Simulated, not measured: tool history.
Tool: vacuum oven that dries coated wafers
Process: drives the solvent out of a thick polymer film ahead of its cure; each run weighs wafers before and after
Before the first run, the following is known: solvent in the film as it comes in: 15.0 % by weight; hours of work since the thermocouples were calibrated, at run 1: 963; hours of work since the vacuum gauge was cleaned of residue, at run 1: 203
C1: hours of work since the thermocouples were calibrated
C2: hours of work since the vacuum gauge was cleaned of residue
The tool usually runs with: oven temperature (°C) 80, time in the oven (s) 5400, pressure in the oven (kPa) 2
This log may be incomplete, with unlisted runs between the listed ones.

Run 1, day 0: usual settings; C1 963; C2 203. Result: solvent left in the film (%) 1.14.
Run 2, day 1.958: usual settings but time in the oven (s) 8400; C1 985; C2 225. Result: solvent left in the film (%) 0.76.
Run 3, day 3.658: usual settings but time in the oven (s) 8400; C1 1005; C2 244. Result: solvent left in the film (%) 0.73.
Run 4, day 4.633: usual settings but time in the oven (s) 8400; C1 1016; C2 255. Result: solvent left in the film (%) 0.76.
Run 5, day 5.754: usual settings but time in the oven (s) 8400; C1 1028; C2 268. Result: solvent left in the film (%) 0.76.
Run 6, day 6.838: usual settings but time in the oven (s) 8400; C1 1041; C2 280. Result: solvent left in the film (%) 0.76.
Run 7, day 8.583: usual settings but time in the oven (s) 3540; C1 1061; C2 300. Result: solvent left in the film (%) 2.03.
Run 8, day 9.654: usual settings but time in the oven (s) 3540; C1 1073; C2 313. Result: solvent left in the film (%) 2.06.
Run 9, day 11.483: usual settings but time in the oven (s) 3540; C1 1094; C2 333. Result: solvent left in the film (%) 2.03.
Run 10, day 12.696: usual settings but time in the oven (s) 3540; C1 1107; C2 347. Result: solvent left in the film (%) 2.03.
Run 11, day 13.754: usual settings but time in the oven (s) 3540; C1 1119; C2 359. Result: solvent left in the film (%) 2.02.
Run 12, day 14.85: usual settings but time in the oven (s) 3540; C1 1132; C2 372. Result: solvent left in the film (%) 2.04.
Run 13, day 16.808: usual settings but time in the oven (s) 3540; C1 1154; C2 394. Result: solvent left in the film (%) 2.03.
Run 14, day 17.758: usual settings but time in the oven (s) 6120; C1 1165; C2 405. Result: solvent left in the film (%) 0.95.
Run 15, day 18.917: usual settings but time in the oven (s) 3360, pressure in the oven (kPa) 4.16; C1 1178; C2 418. Result: solvent left in the film (%) 2.85.
Run 16, day 20.154: usual settings but time in the oven (s) 7440, pressure in the oven (kPa) 4.16; C1 1192; C2 432. Result: solvent left in the film (%) 1.54.
Run 17, day 21.933: usual settings but time in the oven (s) 5160; C1 1212; C2 452. Result: solvent left in the film (%) 1.2.
Run 18, day 22.958: usual settings but time in the oven (s) 5160; C1 1224; C2 464. Result: solvent left in the film (%) 1.19.
Run 19, day 25: usual settings but time in the oven (s) 5160; C1 1247; C2 487. Result: solvent left in the film (%) 1.19.
Run 20, day 26.779: usual settings but time in the oven (s) 5160, pressure in the oven (kPa) 6.51; C1 1267; C2 507. Result: solvent left in the film (%) 2.66.
Run 21, day 28.354: usual settings but oven temperature (°C) 67, time in the oven (s) 2940, pressure in the oven (kPa) 1.15; C1 1285; C2 525. Result: solvent left in the film (%) 5.38.
At day 29.021: oven's thermocouples calibrated.
Run 22, day 30.004: usual settings but oven temperature (°C) 73, time in the oven (s) 2760, pressure in the oven (kPa) 1.15; C1 11; C2 543. Result: solvent left in the film (%) 4.16.

What will run 23 give?
Run 23, day 31.262: usual settings but oven temperature (°C) 65, pressure in the oven (kPa) 1.51; C1 26; C2 557. Result: solvent left in the film (%) ?.

solvent left in the film (%): 3.55
The same run, on a tool lacking any hidden state, would have yielded solvent left in the film (%) 3.55.

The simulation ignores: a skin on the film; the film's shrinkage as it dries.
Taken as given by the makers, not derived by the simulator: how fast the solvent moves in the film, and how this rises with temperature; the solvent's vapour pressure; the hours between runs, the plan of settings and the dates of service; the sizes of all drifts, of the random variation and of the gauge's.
